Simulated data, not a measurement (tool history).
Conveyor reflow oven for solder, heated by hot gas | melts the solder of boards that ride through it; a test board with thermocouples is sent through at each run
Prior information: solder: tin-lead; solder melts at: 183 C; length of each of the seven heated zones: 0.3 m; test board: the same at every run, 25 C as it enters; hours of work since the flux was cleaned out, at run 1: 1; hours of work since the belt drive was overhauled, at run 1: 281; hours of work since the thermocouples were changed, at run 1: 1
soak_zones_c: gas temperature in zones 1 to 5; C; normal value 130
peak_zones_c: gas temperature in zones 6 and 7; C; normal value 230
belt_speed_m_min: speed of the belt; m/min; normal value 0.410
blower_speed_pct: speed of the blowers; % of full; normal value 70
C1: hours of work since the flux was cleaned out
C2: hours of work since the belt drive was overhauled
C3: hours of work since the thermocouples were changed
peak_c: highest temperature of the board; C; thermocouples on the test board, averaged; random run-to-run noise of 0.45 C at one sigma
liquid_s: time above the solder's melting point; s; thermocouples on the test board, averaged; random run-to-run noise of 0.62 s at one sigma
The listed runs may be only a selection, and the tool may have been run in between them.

run 1 hour=0.0 | soak_zones_c=130 peak_zones_c=230 belt_speed_m_min=0.410 blower_speed_pct=70 | C1=1 C2=281 C3=1 | peak_c=215.2 liquid_s=62.4
run 2 hour=29.2 | soak_zones_c=130 peak_zones_c=226 belt_speed_m_min=0.410 blower_speed_pct=70 | C1=18 C2=298 C3=18 | peak_c=211.2 liquid_s=59.0
run 3 hour=66.7 | soak_zones_c=130 peak_zones_c=226 belt_speed_m_min=0.483 blower_speed_pct=70 | C1=40 C2=320 C3=40 | peak_c=206.3 liquid_s=42.8
run 4 hour=92.8 | soak_zones_c=130 peak_zones_c=233 belt_speed_m_min=0.410 blower_speed_pct=70 | C1=55 C2=335 C3=55 | peak_c=217.7 liquid_s=63.9
run 5 hour=116.6 | soak_zones_c=130 peak_zones_c=230 belt_speed_m_min=0.410 blower_speed_pct=76 | C1=69 C2=348 C3=69 | peak_c=215.9 liquid_s=62.0
run 6 hour=138.9 | soak_zones_c=130 peak_zones_c=230 belt_speed_m_min=0.410 blower_speed_pct=76 | C1=81 C2=361 C3=81 | peak_c=216.4 liquid_s=62.9
run 7 hour=154.5 | soak_zones_c=130 peak_zones_c=230 belt_speed_m_min=0.410 blower_speed_pct=76 | C1=90 C2=370 C3=90 | peak_c=215.0 liquid_s=61.8
run 8 hour=183.1 | soak_zones_c=130 peak_zones_c=230 belt_speed_m_min=0.410 blower_speed_pct=76 | C1=107 C2=387 C3=107 | peak_c=215.2 liquid_s=62.3
run 9 hour=219.3 | soak_zones_c=130 peak_zones_c=230 belt_speed_m_min=0.410 blower_speed_pct=70 | C1=128 C2=408 C3=128 | peak_c=214.6 liquid_s=60.6
run 10 hour=237.5 | soak_zones_c=130 peak_zones_c=230 belt_speed_m_min=0.410 blower_speed_pct=70 | C1=138 C2=418 C3=138 | peak_c=213.7 liquid_s=60.5
run 11 hour=270.7 | soak_zones_c=130 peak_zones_c=230 belt_speed_m_min=0.410 blower_speed_pct=70 | C1=157 C2=437 C3=157 | peak_c=214.3 liquid_s=60.3
run 12 hour=298.7 | soak_zones_c=130 peak_zones_c=230 belt_speed_m_min=0.410 blower_speed_pct=70 | C1=174 C2=453 C3=174 | peak_c=213.1 liquid_s=59.7
run 13 hour=322.7 | soak_zones_c=130 peak_zones_c=230 belt_speed_m_min=0.410 blower_speed_pct=70 | C1=188 C2=467 C3=188 | peak_c=214.0 liquid_s=59.7
run 14 hour=340.2 | soak_zones_c=130 peak_zones_c=230 belt_speed_m_min=0.410 blower_speed_pct=70 | C1=198 C2=477 C3=198 | peak_c=214.2 liquid_s=59.5
run 15 hour=378.6 | soak_zones_c=124 peak_zones_c=230 belt_speed_m_min=0.410 blower_speed_pct=70 | C1=220 C2=500 C3=220 | peak_c=212.3 liquid_s=56.8
run 16 hour=400.1 | soak_zones_c=124 peak_zones_c=230 belt_speed_m_min=0.410 blower_speed_pct=70 | C1=232 C2=512 C3=232 | peak_c=212.1 liquid_s=55.7
run 17 hour=426.9 | soak_zones_c=124 peak_zones_c=230 belt_speed_m_min=0.434 blower_speed_pct=70 | C1=248 C2=527 C3=248 | peak_c=210.5 liquid_s=50.8
run 18 hour=463.3 | soak_zones_c=124 peak_zones_c=229 belt_speed_m_min=0.434 blower_speed_pct=90 | C1=269 C2=548 C3=269 | peak_c=212.8 liquid_s=53.9
run 19 hour=482.0 | soak_zones_c=124 peak_zones_c=243 belt_speed_m_min=0.444 blower_speed_pct=90 | C1=279 C2=559 C3=279 | peak_c=224.8 liquid_s=60.4
run 20 hour=518.9 | soak_zones_c=124 peak_zones_c=243 belt_speed_m_min=0.365 blower_speed_pct=90 | C1=301 C2=580 C3=301 | peak_c=230.6 liquid_s=81.1
run 21 hour=551.0 | soak_zones_c=130 peak_zones_c=240 belt_speed_m_min=0.409 blower_speed_pct=70 | C1=319 C2=599 C3=319 | peak_c=220.9 liquid_s=67.3
run 22 hour=581.7 | soak_zones_c=130 peak_zones_c=240 belt_speed_m_min=0.409 blower_speed_pct=70 | C1=337 C2=617 C3=337 | peak_c=221.1 liquid_s=66.1
run 23 hour=603.6 | soak_zones_c=130 peak_zones_c=233 belt_speed_m_min=0.342 blower_speed_pct=70 | C1=350 C2=629 C3=350 | peak_c=220.4 liquid_s=79.5
run 24 hour=634.6 | soak_zones_c=130 peak_zones_c=233 belt_speed_m_min=0.342 blower_speed_pct=70 | C1=368 C2=647 C3=368 | peak_c=220.8 liquid_s=80.7
run 25 hour=665.7 | soak_zones_c=130 peak_zones_c=229 belt_speed_m_min=0.410 blower_speed_pct=70 | C1=385 C2=665 C3=385 | peak_c=210.6 liquid_s=56.7
run 26 hour=689.1 | soak_zones_c=130 peak_zones_c=229 belt_speed_m_min=0.410 blower_speed_pct=70 | C1=399 C2=679 C3=399 | peak_c=211.1 liquid_s=56.5
run 27 hour=725.7 | soak_zones_c=117 peak_zones_c=219 belt_speed_m_min=0.482 blower_speed_pct=70 | C1=420 C2=700 C3=420 | peak_c=194.3 liquid_s=22.1
run 28 hour=753.5 | soak_zones_c=117 peak_zones_c=219 belt_speed_m_min=0.482 blower_speed_pct=70 | C1=436 C2=716 C3=436 | peak_c=194.2 liquid_s=21.0
-- hour=769.9 flux residue cleaned out of gas plates and filters
run 29 hour=797.1 | soak_zones_c=117 peak_zones_c=219 belt_speed_m_min=0.482 blower_speed_pct=70 | C1=16 C2=738 C3=458 | peak_c=198.3 liquid_s=31.0
run 30 hour=828.4 | soak_zones_c=117 peak_zones_c=219 belt_speed_m_min=0.482 blower_speed_pct=70 | C1=34 C2=756 C3=476 | peak_c=199.0 liquid_s=29.6
run 31 hour=853.8 | soak_zones_c=132 peak_zones_c=244 belt_speed_m_min=0.441 blower_speed_pct=81 | C1=48 C2=771 C3=491 | peak_c=228.2 liquid_s=67.6
run 32 hour=872.0 | soak_zones_c=132 peak_zones_c=226 belt_speed_m_min=0.452 blower_speed_pct=55 | C1=59 C2=781 C3=502 | peak_c=205.9 liquid_s=45.7

Branching from run 32: 3 alternative next runs. What would each branch give?
run A hour=898.6 | soak_zones_c=130 peak_zones_c=238 belt_speed_m_min=0.434 blower_speed_pct=70 | C1=74 C2=797 C3=517 | peak_c=? liquid_s=?
run B hour=898.6 | soak_zones_c=143 peak_zones_c=228 belt_speed_m_min=0.410 blower_speed_pct=75 | C1=74 C2=797 C3=517 | peak_c=? liquid_s=?
run C hour=898.6 | soak_zones_c=125 peak_zones_c=230 belt_speed_m_min=0.371 blower_speed_pct=70 | C1=74 C2=797 C3=517 | peak_c=? liquid_s=?

run=A peak_c=221.6 liquid_s=63.1
run=B peak_c=217.0 liquid_s=68.3
run=C peak_c=218.3 liquid_s=69.8
Without the tool's hidden state the same runs would have given:
run=A peak_c=221.3 liquid_s=62.4
run=B peak_c=216.6 liquid_s=67.4
run=C peak_c=217.8 liquid_s=68.9

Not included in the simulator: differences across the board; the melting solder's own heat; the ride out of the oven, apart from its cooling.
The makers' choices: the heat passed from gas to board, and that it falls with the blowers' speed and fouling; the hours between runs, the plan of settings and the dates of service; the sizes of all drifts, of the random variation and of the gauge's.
